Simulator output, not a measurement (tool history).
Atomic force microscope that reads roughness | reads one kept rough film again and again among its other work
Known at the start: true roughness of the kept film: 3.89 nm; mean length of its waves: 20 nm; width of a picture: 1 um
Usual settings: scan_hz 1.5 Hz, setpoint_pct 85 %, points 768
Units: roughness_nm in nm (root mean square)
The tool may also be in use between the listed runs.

run     day  scan_hz  setpoint_pct  points  roughness_nm
  1       0      1.5            85     768         2.489
  2     0.9      1.5            69     768          2.71
  3   1.567      1.5            69     768         2.678
  4   2.283      1.5            85     768         2.404
  5     3.3      1.5            85     768         2.381
  6   4.312      1.5            85     768         2.337
  7   4.812      1.5            85     768         2.348
  8    5.55      1.5            85     768          2.32
  9   6.221      1.5            85     768         2.729
 10   7.254      1.5            85     768         2.678
 11   8.208      1.5            85     768         2.611
 12   9.183      1.5            89     768         2.505
 13  10.004      1.5            89     768         2.475
 14  10.875      1.5            58     768          2.89
 15  11.675      1.5            85     278         2.426
 16  12.446      1.5            85     715          2.48
 17  13.046      1.5            85     715         2.427
 18  13.879      1.5            85     715         2.415
 19  14.871      1.5            85     715         2.373
 20  16.088      1.5            85     768         2.331
 21  17.154      1.5            85     768         2.304
 22  18.325      1.5            85     416         2.674
 23  19.512      1.5            57     768         3.048
 24  20.529      1.5            57     768         3.017
 25  21.033      1.5            57     768         2.956
 26  21.796      1.5            85     768         2.554
 27  22.354      1.5            64     845         2.844
 28  23.058      1.5            64     845         2.817
 29  23.896     1.06            60     694         2.865
 30  24.408     0.54            70     472         2.851
 31  25.267     0.54            70     385         2.771
 32  26.175     1.03            56     501         2.775
 33  27.025     1.03            56     501         2.747
 34  27.875     2.64            85     768         2.092
 35  28.529     2.64            85     768         2.103
 36  29.029     0.91            59     768         2.692
 37  29.529     0.91            59     768         2.676
 38  30.017     0.91            74     768         2.563
 39  30.983     0.61            71     804         3.069
 40  31.846     0.61            71     271         2.921
 41  32.529      1.5            72     768         2.827
 42  33.404      1.5            81     789         2.645
 43  34.021      1.5            71     484         2.744
 44  34.554      1.5            71     484         2.748
 45   35.55     1.64            58     482         2.828
 46  36.675     2.78            66     625          2.59
 47  37.571     0.54            57     625         2.846
 48  38.538      1.5            68     501         2.633
 49  39.383     0.57            85     283         2.572
 50  40.558     0.57            85     359         2.551
 51  41.575      1.5            58     967         2.633
 52  42.529     2.73            72     416         2.704

Taken out of this log: 4 entries between the listed runs. Where each belongs, and how the hidden state differs across it:
Between runs 8 and 9: new tip fitted (day 5.871)
  radius of the tip, nm: 10.6 -> 5.3; height scale over the true one, %: -0.19 -> -0.2
  measured less the result without the state, roughness_nm: -0.424 -> -0.03 nm (root mean square)
Between runs 21 and 22: new tip fitted (day 18.046)
  radius of the tip, nm: 10.7 -> 5.2; height scale over the true one, %: -0.3 -> -0.31
  measured less the result without the state, roughness_nm: -0.431 -> -0.026 nm (root mean square)
Between runs 38 and 39: new tip fitted (day 30.225)
  radius of the tip, nm: 10.9 -> 5.7; height scale over the true one, %: -0.41 -> -0.42
  measured less the result without the state, roughness_nm: -0.504 -> -0.08 nm (root mean square)
Between runs 51 and 52: new tip fitted (day 42.346)
  radius of the tip, nm: 10.9 -> 5.2
  measured less the result without the state, roughness_nm: -0.514 -> -0.032 nm (root mean square)

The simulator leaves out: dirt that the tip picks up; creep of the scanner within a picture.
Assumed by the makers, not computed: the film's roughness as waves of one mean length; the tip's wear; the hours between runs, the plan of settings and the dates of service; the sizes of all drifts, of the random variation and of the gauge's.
